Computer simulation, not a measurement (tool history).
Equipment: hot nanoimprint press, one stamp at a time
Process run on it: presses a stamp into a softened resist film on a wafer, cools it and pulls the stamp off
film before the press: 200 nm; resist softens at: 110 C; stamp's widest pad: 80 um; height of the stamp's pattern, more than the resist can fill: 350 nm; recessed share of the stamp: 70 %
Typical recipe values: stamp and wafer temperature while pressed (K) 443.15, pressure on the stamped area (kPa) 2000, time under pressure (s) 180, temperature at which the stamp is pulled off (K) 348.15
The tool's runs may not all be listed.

run   hour  stamp and wafer temperature while pressed (K)  pressure on the stamped area (kPa)  time under pressure (s)  temperature at which the stamp is pulled off (K)  resist left under the stamp's widest pad (angstrom)  greatest force while the stamp is pulled off (N)
  1      0                                         443.15                                2000                      180                                            348.15                                                  753                                               137
  2   10.9                                         443.15                                2000                      128                                            348.15                                                  844                                               131
  3   18.3                                         443.15                                2000                      128                                            356.15                                                  840                                               103
  4   28.8                                         443.15                                2000                      128                                            356.15                                                  840                                               104
  5   34.2                                         443.15                                2000                      180                                            348.15                                                  749                                               134
  6   39.6                                         443.15                                2000                      180                                            348.15                                                  748                                               133
  7   47.7                                         443.15                                2000                      180                                            348.15                                                  749                                               141
  8   55.8                                         443.15                                2000                      180                                            348.15                                                  749                                               136
  9   63.8                                         443.15                                2000                      180                                            348.15                                                  749                                               134
 10   69.1                                         443.15                                2000                      180                                            348.15                                                  747                                               134
 11   76.5                                         440.15                                2000                      180                                            334.15                                                  852                                               190
 12   88.2                                         440.15                                2000                      180                                            334.15                                                  852                                               185
 13   98.6                                         440.15                                2140                      337                                            334.15                                                  659                                               190
 14  105.3                                         440.15                                1410                      337                                            334.15                                                  843                                               196
 15  114.7                                         447.15                                1410                      337                                            334.15                                                  620                                               188
 16  120.1                                         432.15                                2000                      180                                            341.15                                                 1205                                               162
 17  129.7                                         432.15                                2000                      180                                            337.15                                                 1204                                               177
 18  136.2                                         439.15                                2000                      170                                            334.15                                                  905                                               189

Each row is a separate what-if for the run after 18, all from the same tool condition, not one after another. Results?
  A   146                                         437.15                                2000                      332                                            340.15                                                    ?                                                 ?
  B   146                                         447.15                                2000                      144                                            336.15                                                    ?                                                 ?
  C   146                                         447.15                                2000                      170                                            342.15                                                    ?                                                 ?
  D   146                                         443.15                                2000                      143                                            348.15                                                    ?                                                 ?
  E   146                                         439.15                                2410                      180                                            352.15                                                    ?                                                 ?

run  resist left under the stamp's widest pad (angstrom)  greatest force while the stamp is pulled off (N)
  A                                                  794                                               167
  B                                                  676                                               184
  C                                                  635                                               160
  D                                                  805                                               134
  E                                                  799                                               123
Had the tool no hidden state, the same runs would have come out as:
run  resist left under the stamp's widest pad (angstrom)  greatest force while the stamp is pulled off (N)
  A                                                  803                                               165
  B                                                  684                                               183
  C                                                  643                                               158
  D                                                  815                                               132
  E                                                  808                                               122
